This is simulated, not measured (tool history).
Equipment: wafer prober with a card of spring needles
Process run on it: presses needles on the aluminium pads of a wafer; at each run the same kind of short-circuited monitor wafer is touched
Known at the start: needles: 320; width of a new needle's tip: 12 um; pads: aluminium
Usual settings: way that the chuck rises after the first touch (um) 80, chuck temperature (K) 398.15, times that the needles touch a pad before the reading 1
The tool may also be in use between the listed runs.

| run | hour | way that the chuck rises after the first touch (um) | chuck temperature (K) | times that the needles touch a pad before the reading | resistance of one needle with its contact and lead (mohm) | way that a needle slides on the pad (um) |
|---|---|---|---|---|---|---|
| 1 | 0.0 | 80 | 398.15 | 1 | 259 | 13.21 |
|  | 15.7 | tips cleaned on abrasive film |
| 2 | 27.5 | 80 | 335.15 | 1 | 247 | 13.29 |
|  | 29.9 | tips cleaned on abrasive film |
|  | 47.0 | tips cleaned on abrasive film |
|  | 61.9 | tips cleaned on abrasive film |
| 3 | 71.2 | 80 | 335.15 | 1 | 241 | 13.25 |
|  | 76.3 | tips cleaned on abrasive film |
|  | 91.4 | tips cleaned on abrasive film |
| 4 | 99.1 | 80 | 335.15 | 1 | 246 | 13.36 |
|  | 107.1 | tips cleaned on abrasive film |
|  | 120.1 | height of the first contact set anew |
| 5 | 120.3 | 80 | 335.15 | 1 | 243 | 13.32 |
|  | 123.3 | tips cleaned on abrasive film |
|  | 139.7 | tips cleaned on abrasive film |
| 6 | 139.7 | 80 | 335.15 | 1 | 243 | 13.43 |
|  | 155.8 | tips cleaned on abrasive film |
| 7 | 159.3 | 80 | 317.15 | 1 | 239 | 13.39 |
|  | 172.8 | tips cleaned on abrasive film |
| 8 | 183.2 | 80 | 398.15 | 1 | 258 | 13.46 |
|  | 188.1 | tips cleaned on abrasive film |
|  | 203.6 | tips cleaned on abrasive film |
| 9 | 209.9 | 61 | 398.15 | 1 | 259 | 10.12 |
|  | 218.6 | tips cleaned on abrasive film |
|  | 235.1 | tips cleaned on abrasive film |
| 10 | 241.0 | 80 | 398.15 | 1 | 256 | 13.43 |
|  | 250.4 | tips cleaned on abrasive film |
|  | 265.5 | tips cleaned on abrasive film |
| 11 | 265.6 | 80 | 398.15 | 1 | 259 | 13.51 |
|  | 280.5 | tips cleaned on abrasive film |
|  | 295.7 | tips cleaned on abrasive film |
| 12 | 297.9 | 80 | 398.15 | 1 | 261 | 13.43 |
|  | 311.8 | tips cleaned on abrasive film |
| 13 | 323.4 | 80 | 398.15 | 1 | 259 | 13.45 |
|  | 328.0 | tips cleaned on abrasive film |
|  | 343.0 | tips cleaned on abrasive film |
| 14 | 351.0 | 80 | 398.15 | 1 | 258 | 13.43 |
|  | 358.0 | tips cleaned on abrasive film |
|  | 372.1 | tips cleaned on abrasive film |
| 15 | 372.1 | 84 | 398.15 | 1 | 258 | 14.23 |
|  | 384.6 | height of the first contact set anew |
|  | 387.8 | tips cleaned on abrasive film |
| 16 | 397.6 | 84 | 398.15 | 2 | 262 | 14.16 |
|  | 403.7 | tips cleaned on abrasive film |
|  | 417.9 | gauge calibrated |
|  | 418.0 | tips cleaned on abrasive film |
| 17 | 420.0 | 80 | 318.15 | 3 | 239 | 13.27 |
|  | 433.3 | tips cleaned on abrasive film |
| 18 | 441.3 | 75 | 318.15 | 2 | 239 | 12.43 |
|  | 450.1 | tips cleaned on abrasive film |
|  | 465.5 | tips cleaned on abrasive film |
| 19 | 469.5 | 80 | 326.15 | 2 | 246 | 13.32 |
|  | 481.5 | tips cleaned on abrasive film |
|  | 497.4 | tips cleaned on abrasive film |
| 20 | 503.5 | 80 | 326.15 | 2 | 242 | 13.32 |
|  | 512.5 | tips cleaned on abrasive film |
|  | 528.4 | tips cleaned on abrasive film |
|  | 542.5 | tips cleaned on abrasive film |
| 21 | 548.8 | 77 | 398.15 | 1 | 260 | 12.82 |
|  | 556.6 | tips cleaned on abrasive film |
|  | 571.3 | tips cleaned on abrasive film |
| 22 | 571.3 | 77 | 398.15 | 1 | 260 | 12.80 |
|  | 586.9 | tips cleaned on abrasive film |
| 23 | 592.2 | 74 | 398.15 | 3 | 260 | 12.39 |
|  | 601.7 | tips cleaned on abrasive film |
|  | 617.3 | tips cleaned on abrasive film |
|  | 633.7 | tips cleaned on abrasive film |
| 24 | 636.4 | 66 | 300.15 | 2 | 234 | 11.07 |
|  | 649.1 | tips cleaned on abrasive film |
|  | 649.4 | height of the first contact set anew |
|  | 663.7 | tips cleaned on abrasive film |
| 25 | 663.7 | 76 | 398.15 | 3 | 262 | 12.80 |
|  | 679.3 | tips cleaned on abrasive film |
|  | 695.1 | tips cleaned on abrasive film |
| 26 | 699.4 | 80 | 303.15 | 1 | 233 | 13.34 |
|  | 709.4 | tips cleaned on abrasive film |
| 27 | 720.7 | 85 | 358.15 | 3 | 249 | 14.31 |
|  | 723.7 | tips cleaned on abrasive film |
|  | 740.9 | tips cleaned on abrasive film |
|  | 756.7 | tips cleaned on abrasive film |
| 28 | 767.0 | 88 | 313.15 | 1 | 236 | 14.73 |
|  | 770.7 | tips cleaned on abrasive film |
|  | 786.2 | tips cleaned on abrasive film |
| 29 | 789.4 | 80 | 373.15 | 1 | 253 | 13.47 |
|  | 801.7 | tips cleaned on abrasive film |
| 30 | 810.7 | 80 | 373.15 | 1 | 252 | 13.44 |
|  | 817.8 | tips cleaned on abrasive film |
|  | 834.9 | tips cleaned on abrasive film |
| 31 | 847.0 | 80 | 373.15 | 1 | 255 | 13.51 |

For some of the steps in way that a needle slides on the pad (um) from one run to the next: how much would appear even if the tool had no hidden state, given the settings, what came in and random variation, and how much remains for the hidden state plus any gauge scatter that the measured result and the result without hidden state don't share?
The hidden state here: debris on the tips, nm; way that the needles fall short of the set height, um; tips' diameter, um; drift of the gauge itself on contact_mohm, %; drift of the gauge itself on scrub_um, %.
Run 8 -> 9: way that the chuck rises after the first touch (um) 80 -> 61, tips cleaned on abrasive film, tips cleaned on abrasive film. way that a needle slides on the pad (um) -3.34: hidden state -0.02, all else -3.32.
Run 9 -> 10: way that the chuck rises after the first touch (um) 61 -> 80, tips cleaned on abrasive film, tips cleaned on abrasive film. way that a needle slides on the pad (um) +3.31: hidden state +0.05, all else +3.26.
Run 16 -> 17: way that the chuck rises after the first touch (um) 84 -> 80, chuck temperature (K) 398.15 -> 318.15, times that the needles touch a pad before the reading 2 -> 3, tips cleaned on abrasive film, gauge calibrated, tips cleaned on abrasive film. way that a needle slides on the pad (um) -0.89: hidden state -0.25, all else -0.64.
Run 24 -> 25: way that the chuck rises after the first touch (um) 66 -> 76, chuck temperature (K) 300.15 -> 398.15, times that the needles touch a pad before the reading 2 -> 3, tips cleaned on abrasive film, height of the first contact set anew, tips cleaned on abrasive film. way that a needle slides on the pad (um) +1.73: hidden state +0.04, all else +1.69.
